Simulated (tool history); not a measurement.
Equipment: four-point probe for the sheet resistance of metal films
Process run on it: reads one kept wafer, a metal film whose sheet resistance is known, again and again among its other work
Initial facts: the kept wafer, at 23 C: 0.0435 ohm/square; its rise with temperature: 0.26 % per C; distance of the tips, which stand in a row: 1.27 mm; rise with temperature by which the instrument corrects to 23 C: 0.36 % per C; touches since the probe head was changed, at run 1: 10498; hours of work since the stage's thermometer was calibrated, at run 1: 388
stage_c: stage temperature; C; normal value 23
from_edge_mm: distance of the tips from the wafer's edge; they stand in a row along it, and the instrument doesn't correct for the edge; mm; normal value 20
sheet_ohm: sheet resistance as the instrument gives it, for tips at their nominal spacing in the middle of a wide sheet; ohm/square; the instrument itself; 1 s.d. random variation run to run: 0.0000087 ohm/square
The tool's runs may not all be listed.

run,hour,stage_c,from_edge_mm,touches since the probe head was changed,hours of work since the stage's thermometer was calibrated,sheet_ohm
1,0,23,20,10498,388,0.043677
2,26.5,23,20,11057,406,0.043662
3,60.1,23,20,11765,428,0.04367
4,115.6,23,10,12934,466,0.043976
5,162.9,23,10,13933,498,0.043974
6,185.8,23,20,14416,513,0.0437
7,211.4,30,10,14956,530,0.043696
8,242.7,30,10,15615,551,0.043688
9,275.2,20,51,16299,573,0.043774
10,324.1,20,5,17331,606,0.045209
11,348.8,27,15,17851,623,0.043619
12,403,27,15,18995,659,0.043634

Below are 5 alternative next runs, each starting from the tool's condition after run 12. Predict each:
A,449.3,27,12,19970,690,?
B,449.3,28,14,19970,690,?
C,449.3,21,33,19970,690,?
D,449.3,32,20,19970,690,?
E,449.3,33,51,19970,690,?

run,sheet_ohm
A,0.043751
B,0.043623
C,0.043768
D,0.043361
E,0.043231
What these runs would have given with no unlogged condition in the tool:
run,sheet_ohm
A,0.043606
B,0.043478
C,0.043623
D,0.043217
E,0.043087
